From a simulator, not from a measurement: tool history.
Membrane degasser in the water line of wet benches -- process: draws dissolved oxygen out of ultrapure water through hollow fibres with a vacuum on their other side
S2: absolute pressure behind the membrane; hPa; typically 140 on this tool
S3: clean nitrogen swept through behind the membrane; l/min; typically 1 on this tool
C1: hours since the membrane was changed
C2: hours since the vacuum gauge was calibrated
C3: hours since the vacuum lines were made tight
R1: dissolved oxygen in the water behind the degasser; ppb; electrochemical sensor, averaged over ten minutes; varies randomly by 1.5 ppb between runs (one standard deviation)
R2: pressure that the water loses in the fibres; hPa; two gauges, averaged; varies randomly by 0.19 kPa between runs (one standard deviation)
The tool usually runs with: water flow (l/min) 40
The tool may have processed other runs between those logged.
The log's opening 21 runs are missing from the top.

run 22 hour=1766.1 | water_flow_(l/min)=60 S2=99 S3=0.48 | C1=3649 C2=2917 C3=3316 | R1=1157.7 R2=860.3
run 23 hour=1872.6 | water_flow_(l/min)=60 S2=99 S3=0.48 | C1=3756 C2=3023 C3=3422 | R1=1158 R2=869.3
run 24 hour=1972.5 | water_flow_(l/min)=60 S2=99 S3=0.48 | C1=3856 C2=3123 C3=3522 | R1=1160 R2=859.3
run 25 hour=2094.6 | water_flow_(l/min)=60 S2=99 S3=0.48 | C1=3978 C2=3245 C3=3644 | R1=1154.5 R2=864.9
run 26 hour=2181.8 | water_flow_(l/min)=60 S2=99 S3=0.48 | C1=4065 C2=3332 C3=3731 | R1=1159.6 R2=864.2
run 27 hour=2275.9 | water_flow_(l/min)=51 S2=146 S3=0.49 | C1=4159 C2=3427 C3=3826 | R1=1626.7 R2=733.4
run 28 hour=2358.8 | water_flow_(l/min)=44 S2=146 S3=0.49 | C1=4242 C2=3509 C3=3908 | R1=1477.1 R2=631.1
run 29 hour=2475.8 | water_flow_(l/min)=33 S2=110 S3=1 | C1=4359 C2=3626 C3=4025 | R1=537.8 R2=477.6
run 30 hour=2532.7 | water_flow_(l/min)=34 S2=87 S3=1 | C1=4416 C2=3683 C3=4082 | R1=406.4 R2=489.2
run 31 hour=2640.7 | water_flow_(l/min)=32 S2=140 S3=0.81 | C1=4524 C2=3791 C3=4190 | R1=818.2 R2=462.4
-- hour=2658.9 seals of the vacuum lines changed
run 32 hour=2755.1 | water_flow_(l/min)=62 S2=182 S3=2 | C1=4636 C2=3904 C3=96 | R1=972.4 R2=893.9

4 options for the next run, each taken on its own from the tool as it stands now. Forecast them:
run A hour=2870.1 | water_flow_(l/min)=52 S2=182 S3=2 | C1=4751 C2=4019 C3=211 | R1=? R2=?
run B hour=2870.1 | water_flow_(l/min)=54 S2=88 S3=2 | C1=4751 C2=4019 C3=211 | R1=? R2=?
run C hour=2870.1 | water_flow_(l/min)=49 S2=89 S3=0.98 | C1=4751 C2=4019 C3=211 | R1=? R2=?
run D hour=2870.1 | water_flow_(l/min)=42 S2=182 S3=2 | C1=4751 C2=4019 C3=211 | R1=? R2=?

run=A R1=839.4 R2=750.7
run=B R1=389.3 R2=775.6
run=C R1=579 R2=704.1
run=D R1=696.1 R2=605.6
Stripped of hidden state, with their random variation kept, the same runs would have yielded:
run=A R1=839.2 R2=739.5
run=B R1=389 R2=764.1
run=C R1=578.7 R2=693.6
run=D R1=695.9 R2=596.6
